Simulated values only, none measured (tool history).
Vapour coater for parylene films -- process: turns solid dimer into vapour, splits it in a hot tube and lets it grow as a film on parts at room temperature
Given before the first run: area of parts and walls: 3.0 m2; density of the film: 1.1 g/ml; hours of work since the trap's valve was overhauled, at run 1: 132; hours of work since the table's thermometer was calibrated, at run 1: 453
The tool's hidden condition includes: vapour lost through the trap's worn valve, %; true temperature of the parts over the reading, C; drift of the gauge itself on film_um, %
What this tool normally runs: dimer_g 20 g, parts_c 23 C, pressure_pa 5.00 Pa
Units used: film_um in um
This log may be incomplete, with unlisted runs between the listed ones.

| run | hour | dimer_g | parts_c | pressure_pa | hours of work since the trap's valve was overhauled | hours of work since the table's thermometer was calibrated | film_um |
|---|---|---|---|---|---|---|---|
| 1 | 0.0 | 20 | 23 | 5.00 | 132 | 453 | 2.99 |
| 2 | 40.4 | 20 | 23 | 5.00 | 155 | 476 | 2.99 |
| 3 | 59.6 | 20 | 23 | 5.00 | 166 | 487 | 2.92 |
| 4 | 84.4 | 20 | 23 | 5.00 | 180 | 502 | 2.90 |
| 5 | 124.5 | 20 | 23 | 5.00 | 203 | 525 | 2.88 |
| 6 | 159.5 | 20 | 23 | 5.00 | 223 | 545 | 2.86 |
| 7 | 186.1 | 20 | 23 | 5.00 | 238 | 560 | 2.83 |
| 8 | 224.8 | 20 | 23 | 5.00 | 261 | 582 | 2.81 |
| 9 | 244.8 | 20 | 23 | 5.00 | 272 | 594 | 2.78 |
| 10 | 269.3 | 20 | 16 | 5.00 | 286 | 608 | 3.53 |
| 11 | 304.1 | 9 | 23 | 5.00 | 306 | 628 | 1.24 |
| 12 | 323.4 | 20 | 23 | 5.00 | 317 | 639 | 2.71 |
| 13 | 353.6 | 20 | 23 | 5.00 | 335 | 656 | 2.76 |
|  | 365.7 | trap's valve overhauled |
| 14 | 398.4 | 20 | 23 | 5.00 | 19 | 680 | 3.07 |
| 15 | 421.6 | 20 | 23 | 5.00 | 32 | 693 | 3.12 |
| 16 | 454.5 | 20 | 23 | 5.22 | 51 | 712 | 3.03 |
| 17 | 476.4 | 20 | 26 | 5.22 | 64 | 724 | 2.70 |
| 18 | 511.5 | 20 | 26 | 5.22 | 84 | 745 | 2.73 |
| 19 | 547.5 | 20 | 30 | 5.00 | 104 | 765 | 2.38 |
| 20 | 565.7 | 20 | 30 | 5.00 | 115 | 776 | 2.36 |
| 21 | 599.7 | 20 | 26 | 5.00 | 134 | 795 | 2.67 |
| 22 | 632.5 | 12 | 16 | 8.60 | 153 | 814 | 2.12 |
| 23 | 675.2 | 12 | 16 | 8.60 | 178 | 839 | 2.15 |
| 24 | 697.2 | 16 | 25 | 3.73 | 190 | 851 | 2.22 |
| 25 | 729.7 | 32 | 20 | 3.13 | 209 | 870 | 5.29 |
| 26 | 764.3 | 32 | 20 | 3.13 | 229 | 890 | 5.25 |
| 27 | 808.2 | 32 | 20 | 3.13 | 254 | 915 | 5.24 |
| 28 | 837.8 | 32 | 20 | 3.13 | 271 | 932 | 5.13 |
| 29 | 864.5 | 12 | 17 | 5.00 | 287 | 947 | 2.05 |
| 30 | 889.5 | 26 | 33 | 9.45 | 301 | 962 | 2.43 |
| 31 | 933.2 | 20 | 16 | 5.00 | 326 | 987 | 3.54 |
|  | 959.3 | trap's valve overhauled |
| 32 | 964.2 | 13 | 16 | 5.00 | 3 | 1002 | 2.60 |
| 33 | 992.9 | 13 | 16 | 5.00 | 19 | 1019 | 2.63 |
| 34 | 1017.4 | 28 | 28 | 7.42 | 33 | 1033 | 3.54 |
| 35 | 1062.2 | 10 | 28 | 7.47 | 59 | 1059 | 1.20 |
| 36 | 1096.6 | 20 | 16 | 5.00 | 79 | 1078 | 3.96 |
| 37 | 1133.8 | 13 | 32 | 2.30 | 100 | 1100 | 1.50 |
| 38 | 1152.4 | 13 | 32 | 2.30 | 111 | 1111 | 1.47 |

How the hidden state differs across the entries between the runs, from the last listed run before each to the first after it:
In the gap between runs 13 and 14: trap's valve overhauled (hour 365.7)
  vapour lost through the trap's worn valve, %: 13.9 -> 1.3; true temperature of the parts over the reading, C: 0.38 -> 0.39
  measured result minus the result with no hidden state, film_um: -0.49 -> -0.08 um
In the gap between runs 31 and 32: trap's valve overhauled (hour 959.3)
  vapour lost through the trap's worn valve, %: 13.2 -> 0.2
  measured result minus the result with no hidden state, film_um: -0.61 -> -0.05 um
